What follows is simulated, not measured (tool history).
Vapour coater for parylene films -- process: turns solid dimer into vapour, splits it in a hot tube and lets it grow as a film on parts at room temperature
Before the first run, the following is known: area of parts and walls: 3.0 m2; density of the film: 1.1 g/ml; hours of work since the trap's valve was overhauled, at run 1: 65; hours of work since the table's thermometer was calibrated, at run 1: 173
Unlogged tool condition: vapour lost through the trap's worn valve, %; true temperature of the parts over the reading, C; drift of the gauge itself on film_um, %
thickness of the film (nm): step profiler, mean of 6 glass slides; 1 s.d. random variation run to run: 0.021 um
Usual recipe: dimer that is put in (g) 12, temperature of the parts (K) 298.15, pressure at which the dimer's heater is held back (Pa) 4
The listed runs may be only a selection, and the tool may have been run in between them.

run,hour,dimer that is put in (g),temperature of the parts (K),pressure at which the dimer's heater is held back (Pa),hours of work since the trap's valve was overhauled,hours of work since the table's thermometer was calibrated,thickness of the film (nm)
1,0,12,298.15,4,65,173,2370
2,19.8,12,298.15,4,83,190,2370
3,43.5,12,298.15,4,104,212,2360
4,64.3,12,298.15,4,123,230,2400
5,77.1,9,298.15,4,134,242,1810
6,101.8,9,298.15,4,156,264,1770
7,127.1,12,298.15,8.95,179,287,2040
8,143,12,298.15,8.95,193,301,2040
9,168.1,12,292.15,8.95,216,324,2430
10,193.9,12,292.15,8.95,239,347,2410
11,207,12,307.15,4,251,358,1820
12,220,12,307.15,4,262,370,1860
13,244,8,307.15,4,284,392,1230
14,269.4,8,307.15,4,307,414,1260
15,284.9,8,307.15,4,321,428,1240
16,300.5,8,307.15,4,335,442,1230
17,311.3,12,298.15,4,344,452,2350
18,330.7,12,295.15,4,362,469,2570
19,342.9,12,295.15,4,373,480,2580
20,360.4,12,295.15,5.41,388,496,2440
21,375.5,12,295.15,5.41,402,510,2440
22,392.6,12,295.15,5.41,417,525,2420
23,403.3,12,298.15,4,427,535,2380
24,421.8,12,298.15,2.52,444,551,2530
25,445.5,12,298.15,2.52,465,572,2600
26,456.9,9,295.15,4.58,475,583,1870
27,474,6,301.15,4,490,598,1080
28,488.7,12,303.15,3.35,504,611,2100
29,509.2,12,303.15,3.35,522,630,2130
30,532.9,19,298.15,10.23,543,651,3190
31,553.8,19,298.15,10.23,562,670,3160
32,578.7,20,295.15,4.2,584,692,4250
33,596.5,20,295.15,4.2,600,708,4270
34,622,20,295.15,9.54,623,731,3720
35,633.4,14,298.15,2.34,633,741,3050
# hour 641.6: trap's valve overhauled
36,653.4,6,298.15,2.36,11,756,1320
37,679.6,8,298.15,2.49,34,779,1740
38,693.4,8,298.15,2.49,46,791,1710
39,710.3,13,297.15,2.03,62,807,2970
40,729.5,7,297.15,6.23,79,824,1320
41,746.1,7,297.15,6.23,94,839,1310
42,768.8,12,298.15,4.82,114,859,2280
43,780.2,12,298.15,2.45,124,869,2590
44,791.2,8,298.15,4,134,879,1600
45,811.3,11,298.15,4,152,897,2180
46,831.8,11,298.15,4,171,916,2150
47,852.9,19,300.15,4,190,935,3540

Branching from run 47: 3 alternative next runs. What would each branch give?
A,877,10,295.15,4,211,956,?
B,877,12,299.15,4,211,956,?
C,877,8,290.15,6.49,211,956,?

run,thickness of the film (nm)
A,2130
B,2280
C,1850
Without the tool's hidden state the same runs would have given:
run,thickness of the film (nm)
A,2140
B,2280
C,1850

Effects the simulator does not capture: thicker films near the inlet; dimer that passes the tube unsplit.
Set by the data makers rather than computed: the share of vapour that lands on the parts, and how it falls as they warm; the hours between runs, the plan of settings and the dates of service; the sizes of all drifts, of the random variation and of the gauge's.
